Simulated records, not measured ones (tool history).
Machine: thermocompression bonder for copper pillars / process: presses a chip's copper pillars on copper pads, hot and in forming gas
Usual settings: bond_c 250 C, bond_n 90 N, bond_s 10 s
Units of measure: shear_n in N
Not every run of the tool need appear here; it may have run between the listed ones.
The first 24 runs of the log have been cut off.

Run 25, hour 1476.3: usual settings but bond_c 229 C, bond_s 13 s. Result: shear_n 27.1 N.
Run 26, hour 1524.4: usual settings but bond_c 229 C, bond_n 55 N, bond_s 7 s. Result: shear_n 15.1 N.
Run 27, hour 1601.0: usual settings but bond_s 24 s. Result: shear_n 48.2 N.
Run 28, hour 1665.5: usual settings but bond_c 245 C, bond_s 18 s. Result: shear_n 40.7 N.
At hour 1726.7: forming gas filter changed.
Run 29, hour 1732.2: usual settings but bond_n 74 N, bond_s 5 s. Result: shear_n 25.9 N.
At hour 1757.8: force cell calibrated.
Run 30, hour 1777.0: usual settings but bond_c 234 C, bond_n 114 N, bond_s 16 s. Result: shear_n 36.1 N.
Run 31, hour 1846.0: usual settings but bond_c 267 C, bond_n 113 N. Result: shear_n 52.1 N.
Run 32, hour 1916.8: usual settings but bond_c 221 C, bond_n 74 N. Result: shear_n 16.2 N.
Run 33, hour 1953.1: usual settings but bond_c 269 C, bond_s 6 s. Result: shear_n 39.2 N.
Run 34, hour 1994.4: usual settings but bond_c 275 C, bond_s 8 s. Result: shear_n 48.1 N.
Run 35, hour 2042.5: usual settings but bond_c 271 C. Result: shear_n 46.7 N.
Run 36, hour 2110.3: usual settings but bond_c 231 C, bond_n 127 N. Result: shear_n 27.8 N.
Run 37, hour 2164.3: usual settings but bond_c 253 C, bond_n 112 N. Result: shear_n 39.5 N.
Run 38, hour 2231.8: usual settings but bond_s 14 s. Result: shear_n 36.6 N.
Run 39, hour 2297.1: usual settings but bond_c 268 C. Result: shear_n 42.8 N.

3 options for the next run, each taken on its own from the tool as it stands now. Forecast them:
At hour 2345.6: heater calibrated with a thermocouple chip.
At hour 2357.4: forming gas filter changed.
Run A, hour 2361.5: usual settings but bond_c 268 C, bond_s 15 s. Result: shear_n ?.
At hour 2345.6: heater calibrated with a thermocouple chip.
At hour 2357.4: forming gas filter changed.
Run B, hour 2361.5: usual settings but bond_c 237 C, bond_s 26 s. Result: shear_n ?.
At hour 2345.6: heater calibrated with a thermocouple chip.
At hour 2357.4: forming gas filter changed.
Run C, hour 2361.5: usual settings but bond_c 228 C. Result: shear_n ?.

run  shear_n
  A     61.4
  B     47.8
  C     28.1
The same runs, with their run-to-run variation unchanged, on a tool lacking any hidden condition would have given:
run  shear_n
  A     60.6
  B     47.0
  C     27.6
